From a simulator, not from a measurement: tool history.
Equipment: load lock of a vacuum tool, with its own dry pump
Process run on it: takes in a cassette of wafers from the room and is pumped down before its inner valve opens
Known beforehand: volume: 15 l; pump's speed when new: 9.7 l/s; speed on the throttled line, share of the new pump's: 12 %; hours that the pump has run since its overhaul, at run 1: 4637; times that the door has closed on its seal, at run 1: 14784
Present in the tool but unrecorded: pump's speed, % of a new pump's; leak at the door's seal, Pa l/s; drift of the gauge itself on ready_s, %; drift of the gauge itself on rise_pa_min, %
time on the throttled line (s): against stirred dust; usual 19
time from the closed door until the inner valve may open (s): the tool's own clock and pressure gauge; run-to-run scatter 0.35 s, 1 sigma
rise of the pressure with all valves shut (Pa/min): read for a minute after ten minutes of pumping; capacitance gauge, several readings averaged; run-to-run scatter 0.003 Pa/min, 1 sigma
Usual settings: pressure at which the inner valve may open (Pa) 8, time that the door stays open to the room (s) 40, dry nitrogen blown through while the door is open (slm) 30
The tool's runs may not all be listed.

run,hour,time on the throttled line (s),pressure at which the inner valve may open (Pa),time that the door stays open to the room (s),dry nitrogen blown through while the door is open (slm),hours that the pump has run since its overhaul,times that the door has closed on its seal,"incoming humidity of the room's air, %",time from the closed door until the inner valve may open (s),rise of the pressure with all valves shut (Pa/min)
1,0,19,8,40,30,4637,14784,48.4,31.5,0.044
2,89,19,8,40,30,4726,15157,47,31.6,0.038
3,215.3,19,8,60,30,4852,15688,44.7,32.1,0.044
4,337.5,28,8,60,30,4974,16201,45.2,40.3,0.047
5,405.9,28,8,60,30,5042,16488,43.9,39.2,0.042
6,568.9,28,8,60,30,5205,17173,46.3,39.2,0.044
7,706.1,19,8,40,32,5343,17749,43.6,32,0.041
8,797.9,19,8,40,30,5434,18135,48.5,31.7,0.038
9,910.9,19,8,40,30,5547,18609,44.3,31.8,0.035
10,1043.8,19,8,40,30,5680,19168,44.6,31.8,0.04
11,1144.3,19,8,40,30,5781,19590,41.5,31.5,0.035
12,1229.2,19,8,40,30,5866,19946,43.5,31.7,0.04
13,1365.1,19,8,39,30,6002,20517,45.9,31.6,0.038
14,1522.7,19,8,94,30,6159,21179,45.4,31.2,0.058
15,1668.1,19,8,94,30,6305,21790,43.6,31.6,0.051
16,1762.1,19,8,94,30,6399,22185,46,30.9,0.057
17,1857.8,19,8,94,30,6494,22587,44.8,32.1,0.053
18,1929.6,19,8,94,30,6566,22888,43.1,31.5,0.054
19,2011.2,19,8,94,30,6648,23231,46.2,31.9,0.055
20,2149.6,26,10,31,8,6786,23812,44.5,37,0.054
21,2254.9,26,10,31,8,6891,24255,45.7,37.3,0.051
22,2395.1,26,10,31,8,7032,24843,42.5,37.3,0.046
23,2527,26,10,37,10,7163,25397,43.4,37.5,0.048
24,2663,19,8,156,30,7300,25969,45.8,30.8,0.065
25,2770.2,15,13,172,5,7407,26419,46,27.4,0.104
26,2860.7,19,8,40,11,7497,26799,46.1,31.7,0.049
27,3008.3,19,8,40,11,7645,27419,44.2,31.2,0.052
28,3172.7,19,8,124,29,7809,28109,46.2,31.8,0.065
29,3326.7,19,8,124,29,7963,28756,46.5,31.5,0.061
30,3419.6,19,12,168,6,8056,29147,45.8,30.6,0.1
31,3503.5,19,12,181,5,8140,29499,44.3,31.3,0.102
32,3667.2,19,10,122,30,8304,30186,45.4,31.2,0.051
33,3814.4,19,8,142,30,8451,30804,44.4,31.5,0.065
34,3923.1,19,11,164,44,8560,31261,45.1,30.6,0.056
35,4009.4,19,11,164,44,8646,31624,45.9,31.1,0.061
36,4097.8,12,11,38,40,8734,31995,46.6,24.7,0.034

Consider 4 possible next runs. They are alternatives, not a sequence: every one starts from the tool as it was left by run 36. What does each give?
A,4208.8,19,7,40,30,8845,32461,45.9,?,?
B,4208.8,10,7,38,21,8845,32461,42.2,?,?
C,4208.8,12,11,171,18,8845,32461,44.7,?,?
D,4208.8,12,11,38,11,8845,32461,42.7,?,?

run,time from the closed door until the inner valve may open (s),rise of the pressure with all valves shut (Pa/min)
A,31.9,0.037
B,24.3,0.045
C,25.2,0.079
D,24.6,0.049
With the hidden condition removed and each run's random variation left untouched, the same runs would have given:
run,time from the closed door until the inner valve may open (s),rise of the pressure with all valves shut (Pa/min)
A,31.9,0.036
B,24.3,0.044
C,25.2,0.078
D,24.6,0.048
